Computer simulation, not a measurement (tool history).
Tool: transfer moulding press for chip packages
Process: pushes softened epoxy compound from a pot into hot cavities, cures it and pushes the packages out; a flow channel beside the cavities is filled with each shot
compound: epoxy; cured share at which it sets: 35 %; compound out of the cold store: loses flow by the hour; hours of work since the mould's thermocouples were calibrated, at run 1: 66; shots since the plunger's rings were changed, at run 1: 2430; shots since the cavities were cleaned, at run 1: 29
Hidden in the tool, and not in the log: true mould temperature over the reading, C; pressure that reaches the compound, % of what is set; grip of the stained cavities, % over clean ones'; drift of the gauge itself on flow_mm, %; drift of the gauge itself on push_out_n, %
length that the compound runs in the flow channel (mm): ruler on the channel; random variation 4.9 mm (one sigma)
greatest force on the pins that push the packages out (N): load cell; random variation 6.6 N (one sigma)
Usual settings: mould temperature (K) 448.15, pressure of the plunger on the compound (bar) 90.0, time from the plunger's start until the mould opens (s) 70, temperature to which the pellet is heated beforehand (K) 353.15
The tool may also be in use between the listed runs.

run,day,mould temperature (K),pressure of the plunger on the compound (bar),time from the plunger's start until the mould opens (s),temperature to which the pellet is heated beforehand (K),hours of work since the mould's thermocouples were calibrated,shots since the plunger's rings were changed,shots since the cavities were cleaned,incoming compound's hours out of the cold store,length that the compound runs in the flow channel (mm),greatest force on the pins that push the packages out (N)
1,0.000,448.15,90.0,70,353.15,66,2430,29,41.7,647,260
2,0.392,448.15,90.0,70,353.15,72,2587,186,21.7,742,306
3,0.612,448.15,90.0,70,353.15,76,2676,275,44.8,636,302
4,0.983,448.15,90.0,70,353.15,82,2825,424,17.5,762,356
5,1.171,448.15,90.0,56,353.15,85,2901,500,29.2,696,518
# day 1.312: cavities cleaned with cleaning compound and waxed
6,1.517,448.15,90.0,56,353.15,90,3014,82,24.8,721,607
7,1.912,448.15,90.0,70,353.15,96,3173,241,16.7,761,433
8,2.350,448.15,90.0,70,353.15,103,3349,417,10.7,777,449
9,2.583,448.15,102.7,70,353.15,107,3443,511,32.6,725,428
# day 2.704: cavities cleaned with cleaning compound and waxed
# day 3.038: cavities cleaned with cleaning compound and waxed, once more
10,3.133,448.15,102.7,70,353.15,114,3613,39,40.4,691,265
11,3.467,448.15,102.7,70,353.15,120,3747,173,26.3,761,307
12,3.904,448.15,102.7,70,353.15,127,3923,349,37.7,698,327
13,4.112,448.15,102.7,70,353.15,131,4007,433,10.5,823,364
# day 4.421: cavities cleaned with cleaning compound and waxed
14,4.583,448.15,102.7,70,353.15,137,4170,65,13.1,820,287
15,4.833,454.15,102.7,70,353.15,141,4271,166,11.9,803,281
16,5.062,454.15,102.7,70,353.15,145,4362,257,33.9,695,283
17,5.362,444.15,102.7,62,353.15,150,4482,377,9.6,845,600
# day 5.792: cavities cleaned with cleaning compound and waxed
18,5.821,444.15,102.7,68,343.15,157,4641,11,23.9,761,330
19,6.162,444.15,102.7,68,343.15,162,4778,148,19.6,795,423
20,6.592,448.15,95.1,70,357.15,169,4951,321,43.1,630,332
21,6.858,451.15,95.1,70,348.15,174,5058,428,11.6,767,331
# day 7.162: cavities cleaned with cleaning compound and waxed
22,7.250,451.15,93.2,69,348.15,179,5191,35,26.3,701,258
23,7.567,451.15,93.2,69,348.15,184,5317,161,13.6,755,284
24,7.796,451.15,93.2,52,348.15,188,5411,255,39.7,645,441
25,8.192,451.15,93.2,52,348.15,195,5568,412,42.7,616,459
# day 8.533: cavities cleaned with cleaning compound and waxed
26,8.621,453.15,70.6,70,353.15,201,5716,34,29.9,581,244
27,8.867,453.15,70.6,70,353.15,205,5815,133,11.5,652,270
28,9.100,441.15,108.1,70,353.15,209,5909,227,47.0,686,452
29,9.542,448.15,90.0,51,353.15,216,6086,404,47.4,592,570

Hidden state at the last listed run before each entry between runs and at the first one after, where it differs:
Between runs 5 and 6: cavities cleaned with cleaning compound and waxed (day 1.312)
  true mould temperature over the reading, C: -0.12 -> -0.13; pressure that reaches the compound, % of what is set: 90.77 -> 90.44; grip of the stained cavities, % over clean ones': 41 -> 58.2
  measured less the result without the state, length that the compound runs in the flow channel (mm): -35 -> -37; greatest force on the pins that push the packages out (N): +154 -> +225
Between runs 9 and 10: cavities cleaned with cleaning compound and waxed (day 2.704); cavities cleaned with cleaning compound and waxed, once more (day 3.038)
  true mould temperature over the reading, C: -0.14 -> -0.15; pressure that reaches the compound, % of what is set: 89.17 -> 88.68; grip of the stained cavities, % over clean ones': 69.7 -> 6.6
  measured less the result without the state, length that the compound runs in the flow channel (mm): -43 -> -42; greatest force on the pins that push the packages out (N): +174 -> +18
Between runs 13 and 14: cavities cleaned with cleaning compound and waxed (day 4.421)
  true mould temperature over the reading, C: -0.16 -> -0.17; pressure that reaches the compound, % of what is set: 87.51 -> 87.06; grip of the stained cavities, % over clean ones': 37.6 -> 9.3
  measured less the result without the state, length that the compound runs in the flow channel (mm): -56 -> -58; greatest force on the pins that push the packages out (N): +101 -> +26
Between runs 17 and 18: cavities cleaned with cleaning compound and waxed (day 5.792)
  true mould temperature over the reading, C: -0.18 -> -0.19; pressure that reaches the compound, % of what is set: 86.13 -> 85.63; grip of the stained cavities, % over clean ones': 33.5 -> 2
  measured less the result without the state, length that the compound runs in the flow channel (mm): -65 -> -61; greatest force on the pins that push the packages out (N): +155 -> +11
Between runs 21 and 22: cavities cleaned with cleaning compound and waxed (day 7.162)
  true mould temperature over the reading, C: -0.2 -> -0.21; pressure that reaches the compound, % of what is set: 84.4 -> 84.02; grip of the stained cavities, % over clean ones': 37 -> 3.5
  measured less the result without the state, length that the compound runs in the flow channel (mm): -67 -> -63; greatest force on the pins that push the packages out (N): +92 -> +10
Between runs 25 and 26: cavities cleaned with cleaning compound and waxed (day 8.533)
  pressure that reaches the compound, % of what is set: 82.87 -> 82.43; grip of the stained cavities, % over clean ones': 35.3 -> 4.2
  measured less the result without the state, length that the compound runs in the flow channel (mm): -60 -> -58; greatest force on the pins that push the packages out (N): +125 -> +10

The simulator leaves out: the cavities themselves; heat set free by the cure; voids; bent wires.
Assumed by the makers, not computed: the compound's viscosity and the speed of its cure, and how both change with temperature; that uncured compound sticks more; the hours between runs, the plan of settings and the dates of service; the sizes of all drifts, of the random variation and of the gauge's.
